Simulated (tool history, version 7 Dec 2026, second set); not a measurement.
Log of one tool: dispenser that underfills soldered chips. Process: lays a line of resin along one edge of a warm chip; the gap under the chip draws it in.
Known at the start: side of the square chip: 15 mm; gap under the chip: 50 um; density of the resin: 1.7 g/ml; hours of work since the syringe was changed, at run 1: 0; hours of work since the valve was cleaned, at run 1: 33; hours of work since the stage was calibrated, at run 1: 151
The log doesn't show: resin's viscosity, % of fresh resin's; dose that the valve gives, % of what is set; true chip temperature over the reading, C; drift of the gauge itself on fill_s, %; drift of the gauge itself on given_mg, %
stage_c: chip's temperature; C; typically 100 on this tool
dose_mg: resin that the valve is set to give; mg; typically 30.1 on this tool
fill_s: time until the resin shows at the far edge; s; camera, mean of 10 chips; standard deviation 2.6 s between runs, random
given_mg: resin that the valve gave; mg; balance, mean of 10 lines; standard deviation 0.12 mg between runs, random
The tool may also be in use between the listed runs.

run    day  stage_c  dose_mg  hours of work since the syringe was changed  hours of work since the valve was cleaned  hours of work since the stage was calibrated  fill_s  given_mg
  1      0      100     30.1                                            0                                         33                                           151   260.3      29.6
  2  0.171      100     30.1                                            3                                         36                                           154   300.7     29.71
  3    0.4      100     30.1                                            7                                         40                                           159   355.1        30
  4  0.562      100     30.1                                           10                                         43                                           161   395.9     29.81
     0.604  -- new syringe of resin
  5  0.762      100     30.1                                            3                                         46                                           165   295.7     29.76
  6  0.938      110     30.1                                            6                                         49                                           168   244.8     29.79
  7  1.104      110     30.1                                            9                                         52                                           171   275.9     29.65
     1.238  -- new syringe of resin
  8  1.308      110     30.1                                            1                                         56                                           174   200.4     29.51
  9  1.492      108     30.1                                            5                                         59                                           178   248.6     29.37
 10  1.742      108     30.1                                            9                                         63                                           182   302.3     29.38
     1.858  -- new syringe of resin
 11  1.979      100     30.1                                            2                                         67                                           186   295.1     29.49
 12  2.142       94     30.1                                            5                                         70                                           189   410.7     29.49
 13  2.329       94     30.1                                            8                                         74                                           192   478.4     29.36
     2.475  -- new syringe of resin
 14    2.5      100     28.7                                            0                                         76                                           195   278.7      27.8
 15  2.692      109     30.1                                            4                                         80                                           199   234.4     29.47
      2.95  -- dispensing valve cleaned and set on the balance
 16  2.967      110     30.1                                            8                                          0                                           203   271.1     30.25
     3.146  -- new syringe of resin
 17  3.146      110     30.1                                            0                                          3                                           206   198.8     30.35
 18  3.362      110     30.1                                            4                                          7                                           210   228.9     30.22
 19  3.604      110     30.1                                            8                                         12                                           214   277.5     30.02
 20  3.712      105     37.7                                           10                                         13                                           216   351.3     37.79
     3.771  -- new syringe of resin
 21  3.896      105     37.7                                            2                                         16                                           219   248.1     37.68
 22  4.012      105     37.7                                            4                                         19                                           221   271.3     37.66
 23  4.171      105     37.7                                            7                                         21                                           224   297.5     37.61
 24  4.342      105     31.5                                           10                                         24                                           227   353.7     31.05
       4.4  -- new syringe of resin
 25  4.529      105     31.5                                            2                                         28                                           230   245.7     31.02
 26  4.642       95     30.8                                            4                                         30                                           232   385.7     30.76
 27  4.804       99     27.1                                            7                                         33                                           235   389.7     26.87
     5.021  -- new syringe of resin
 28  5.029      103     38.3                                            0                                         36                                           239   239.8     37.71
 29  5.129      103     38.3                                            2                                         38                                           241   261.4     38.03
 30  5.375       95     38.3                                            6                                         42                                           245   413.1     37.84
 31  5.508      106     38.6                                            9                                         45                                           247   314.2     38.05
     5.646  -- new syringe of resin
 32  5.679       89     37.3                                            1                                         48                                           250   403.8     36.86
 33  5.908       89     37.3                                            5                                         52                                           254     485     36.63
 34  6.133      103     25.9                                            9                                         56                                           258   371.2     25.33
     6.262  -- new syringe of resin
 35  6.317       91     30.1                                            1                                         59                                           261   388.5      29.4
 36    6.5      112     27.8                                            4                                         62                                           265   213.2     27.19

Pick out some run-to-run changes in fill_s. Of each, how much would a tool without hidden state show as well, from the settings, what came in and chance, and how much is left for the hidden state and any gauge scatter not in both results compared?
Run 4 -> 5: new syringe of resin. fill_s -100.2 s: hidden state -105.7, all else +5.5.
Run 13 -> 14: stage_c 94 -> 100, dose_mg 30.1 -> 28.7, new syringe of resin. fill_s -199.7 s: hidden state -136.1, all else -63.6.
Run 24 -> 25: new syringe of resin. fill_s -108 s: hidden state -107.6, all else -0.4.
Run 29 -> 30: stage_c 103 -> 95. fill_s +151.7 s: hidden state +82.1, all else +69.6.
Run 35 -> 36: stage_c 91 -> 112, dose_mg 30.1 -> 27.8. fill_s -175.3 s: hidden state +12, all else -187.3.
